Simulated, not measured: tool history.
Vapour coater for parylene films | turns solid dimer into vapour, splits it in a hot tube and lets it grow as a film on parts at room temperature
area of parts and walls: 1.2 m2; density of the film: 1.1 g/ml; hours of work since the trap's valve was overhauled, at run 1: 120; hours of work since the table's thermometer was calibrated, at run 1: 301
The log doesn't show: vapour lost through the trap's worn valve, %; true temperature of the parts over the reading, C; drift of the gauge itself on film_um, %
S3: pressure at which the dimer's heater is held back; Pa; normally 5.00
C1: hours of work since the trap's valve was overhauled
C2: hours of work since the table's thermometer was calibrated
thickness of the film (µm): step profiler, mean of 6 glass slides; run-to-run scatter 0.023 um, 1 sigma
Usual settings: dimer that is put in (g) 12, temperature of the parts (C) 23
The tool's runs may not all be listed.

run 1 hour=0.0 | dimer_that_is_put_in_(g)=12 temperature_of_the_parts_(C)=23 S3=5.00 | C1=120 C2=301 | thickness_of_the_film_(µm)=4.08
run 2 hour=20.6 | dimer_that_is_put_in_(g)=12 temperature_of_the_parts_(C)=23 S3=5.00 | C1=129 C2=310 | thickness_of_the_film_(µm)=4.06
run 3 hour=32.1 | dimer_that_is_put_in_(g)=12 temperature_of_the_parts_(C)=23 S3=5.00 | C1=134 C2=315 | thickness_of_the_film_(µm)=4.01
run 4 hour=53.1 | dimer_that_is_put_in_(g)=12 temperature_of_the_parts_(C)=23 S3=5.00 | C1=143 C2=325 | thickness_of_the_film_(µm)=4.04
run 5 hour=72.3 | dimer_that_is_put_in_(g)=12 temperature_of_the_parts_(C)=23 S3=5.00 | C1=152 C2=333 | thickness_of_the_film_(µm)=4.08
run 6 hour=82.1 | dimer_that_is_put_in_(g)=12 temperature_of_the_parts_(C)=23 S3=5.00 | C1=156 C2=337 | thickness_of_the_film_(µm)=4.06
run 7 hour=92.4 | dimer_that_is_put_in_(g)=12 temperature_of_the_parts_(C)=23 S3=5.00 | C1=161 C2=342 | thickness_of_the_film_(µm)=4.04
run 8 hour=104.2 | dimer_that_is_put_in_(g)=12 temperature_of_the_parts_(C)=23 S3=5.00 | C1=166 C2=347 | thickness_of_the_film_(µm)=4.06
run 9 hour=116.9 | dimer_that_is_put_in_(g)=12 temperature_of_the_parts_(C)=23 S3=5.00 | C1=171 C2=353 | thickness_of_the_film_(µm)=3.95
run 10 hour=136.4 | dimer_that_is_put_in_(g)=12 temperature_of_the_parts_(C)=23 S3=3.72 | C1=180 C2=361 | thickness_of_the_film_(µm)=4.30
run 11 hour=155.7 | dimer_that_is_put_in_(g)=15 temperature_of_the_parts_(C)=23 S3=5.00 | C1=189 C2=370 | thickness_of_the_film_(µm)=5.00
run 12 hour=173.9 | dimer_that_is_put_in_(g)=15 temperature_of_the_parts_(C)=18 S3=5.00 | C1=197 C2=378 | thickness_of_the_film_(µm)=6.19
-- hour=176.4 table's thermometer calibrated
run 13 hour=185.9 | dimer_that_is_put_in_(g)=15 temperature_of_the_parts_(C)=18 S3=4.39 | C1=202 C2=4 | thickness_of_the_film_(µm)=6.31
run 14 hour=206.7 | dimer_that_is_put_in_(g)=15 temperature_of_the_parts_(C)=18 S3=4.39 | C1=211 C2=13 | thickness_of_the_film_(µm)=6.23
run 15 hour=221.2 | dimer_that_is_put_in_(g)=12 temperature_of_the_parts_(C)=23 S3=5.00 | C1=217 C2=20 | thickness_of_the_film_(µm)=3.93
run 16 hour=238.3 | dimer_that_is_put_in_(g)=12 temperature_of_the_parts_(C)=23 S3=5.00 | C1=225 C2=27 | thickness_of_the_film_(µm)=3.93
run 17 hour=248.6 | dimer_that_is_put_in_(g)=12 temperature_of_the_parts_(C)=23 S3=5.00 | C1=229 C2=32 | thickness_of_the_film_(µm)=3.94
run 18 hour=269.5 | dimer_that_is_put_in_(g)=12 temperature_of_the_parts_(C)=23 S3=5.00 | C1=239 C2=41 | thickness_of_the_film_(µm)=3.92
run 19 hour=285.2 | dimer_that_is_put_in_(g)=9 temperature_of_the_parts_(C)=23 S3=5.00 | C1=246 C2=48 | thickness_of_the_film_(µm)=2.95
-- hour=293.9 table's thermometer calibrated, once more
run 20 hour=303.6 | dimer_that_is_put_in_(g)=9 temperature_of_the_parts_(C)=23 S3=5.00 | C1=253 C2=4 | thickness_of_the_film_(µm)=3.00
run 21 hour=319.7 | dimer_that_is_put_in_(g)=9 temperature_of_the_parts_(C)=23 S3=5.00 | C1=260 C2=11 | thickness_of_the_film_(µm)=3.00
run 22 hour=337.2 | dimer_that_is_put_in_(g)=12 temperature_of_the_parts_(C)=23 S3=6.25 | C1=268 C2=19 | thickness_of_the_film_(µm)=3.77
run 23 hour=348.6 | dimer_that_is_put_in_(g)=7 temperature_of_the_parts_(C)=23 S3=5.00 | C1=273 C2=24 | thickness_of_the_film_(µm)=2.32
run 24 hour=367.4 | dimer_that_is_put_in_(g)=7 temperature_of_the_parts_(C)=23 S3=5.00 | C1=282 C2=33 | thickness_of_the_film_(µm)=2.33
run 25 hour=385.7 | dimer_that_is_put_in_(g)=12 temperature_of_the_parts_(C)=22 S3=2.46 | C1=290 C2=41 | thickness_of_the_film_(µm)=4.89
run 26 hour=403.3 | dimer_that_is_put_in_(g)=12 temperature_of_the_parts_(C)=22 S3=2.46 | C1=297 C2=48 | thickness_of_the_film_(µm)=4.93
run 27 hour=421.6 | dimer_that_is_put_in_(g)=10 temperature_of_the_parts_(C)=32 S3=5.00 | C1=306 C2=57 | thickness_of_the_film_(µm)=2.28
run 28 hour=436.1 | dimer_that_is_put_in_(g)=10 temperature_of_the_parts_(C)=32 S3=5.00 | C1=312 C2=63 | thickness_of_the_film_(µm)=2.28
run 29 hour=457.2 | dimer_that_is_put_in_(g)=5 temperature_of_the_parts_(C)=23 S3=5.00 | C1=321 C2=72 | thickness_of_the_film_(µm)=1.65
run 30 hour=472.2 | dimer_that_is_put_in_(g)=5 temperature_of_the_parts_(C)=23 S3=2.23 | C1=328 C2=79 | thickness_of_the_film_(µm)=1.97
run 31 hour=488.8 | dimer_that_is_put_in_(g)=5 temperature_of_the_parts_(C)=34 S3=5.00 | C1=335 C2=86 | thickness_of_the_film_(µm)=1.04
run 32 hour=506.7 | dimer_that_is_put_in_(g)=5 temperature_of_the_parts_(C)=34 S3=5.00 | C1=343 C2=94 | thickness_of_the_film_(µm)=1.04
run 33 hour=516.9 | dimer_that_is_put_in_(g)=5 temperature_of_the_parts_(C)=33 S3=2.57 | C1=348 C2=99 | thickness_of_the_film_(µm)=1.26
run 34 hour=535.6 | dimer_that_is_put_in_(g)=13 temperature_of_the_parts_(C)=34 S3=3.20 | C1=356 C2=107 | thickness_of_the_film_(µm)=2.98
run 35 hour=551.2 | dimer_that_is_put_in_(g)=13 temperature_of_the_parts_(C)=34 S3=3.20 | C1=363 C2=114 | thickness_of_the_film_(µm)=2.95
run 36 hour=561.5 | dimer_that_is_put_in_(g)=18 temperature_of_the_parts_(C)=23 S3=11.54 | C1=368 C2=119 | thickness_of_the_film_(µm)=4.84
run 37 hour=579.7 | dimer_that_is_put_in_(g)=16 temperature_of_the_parts_(C)=16 S3=11.54 | C1=376 C2=127 | thickness_of_the_film_(µm)=5.77
run 38 hour=591.5 | dimer_that_is_put_in_(g)=16 temperature_of_the_parts_(C)=16 S3=11.54 | C1=381 C2=132 | thickness_of_the_film_(µm)=5.74
run 39 hour=607.5 | dimer_that_is_put_in_(g)=16 temperature_of_the_parts_(C)=16 S3=11.54 | C1=388 C2=139 | thickness_of_the_film_(µm)=5.75
run 40 hour=623.6 | dimer_that_is_put_in_(g)=16 temperature_of_the_parts_(C)=16 S3=11.54 | C1=395 C2=146 | thickness_of_the_film_(µm)=5.78
run 41 hour=644.8 | dimer_that_is_put_in_(g)=16 temperature_of_the_parts_(C)=22 S3=3.44 | C1=404 C2=155 | thickness_of_the_film_(µm)=5.91
run 42 hour=660.6 | dimer_that_is_put_in_(g)=12 temperature_of_the_parts_(C)=25 S3=5.00 | C1=411 C2=162 | thickness_of_the_film_(µm)=3.57
run 43 hour=681.6 | dimer_that_is_put_in_(g)=7 temperature_of_the_parts_(C)=29 S3=5.00 | C1=421 C2=172 | thickness_of_the_film_(µm)=1.74
-- hour=700.4 trap's valve overhauled
run 44 hour=707.1 | dimer_that_is_put_in_(g)=5 temperature_of_the_parts_(C)=33 S3=10.69 | C1=3 C2=181 | thickness_of_the_film_(µm)=0.94
run 45 hour=718.4 | dimer_that_is_put_in_(g)=5 temperature_of_the_parts_(C)=33 S3=10.69 | C1=8 C2=186 | thickness_of_the_film_(µm)=0.98
run 46 hour=736.2 | dimer_that_is_put_in_(g)=18 temperature_of_the_parts_(C)=23 S3=3.61 | C1=16 C2=194 | thickness_of_the_film_(µm)=6.73

For some of the steps in thickness of the film (µm) from one run to the next: how much would appear even if the tool had no hidden state, given the settings, what came in and random variation, and how much remains for the hidden state plus any gauge scatter that the measured result and the result without hidden state don't share?
Run 24 -> 25: dimer that is put in (g) 7 -> 12, temperature of the parts (C) 23 -> 22, S3 5.00 -> 2.46. thickness of the film (µm) +2.56: hidden state -0.15, all else +2.71.
Run 26 -> 27: dimer that is put in (g) 12 -> 10, temperature of the parts (C) 22 -> 32, S3 2.46 -> 5.00. thickness of the film (µm) -2.65: hidden state +0.15, all else -2.80.
Run 41 -> 42: dimer that is put in (g) 16 -> 12, temperature of the parts (C) 22 -> 25, S3 3.44 -> 5.00. thickness of the film (µm) -2.34: hidden state +0.19, all else -2.53.
Run 45 -> 46: dimer that is put in (g) 5 -> 18, temperature of the parts (C) 33 -> 23, S3 10.69 -> 3.61. thickness of the film (µm) +5.75: hidden state -0.09, all else +5.84.

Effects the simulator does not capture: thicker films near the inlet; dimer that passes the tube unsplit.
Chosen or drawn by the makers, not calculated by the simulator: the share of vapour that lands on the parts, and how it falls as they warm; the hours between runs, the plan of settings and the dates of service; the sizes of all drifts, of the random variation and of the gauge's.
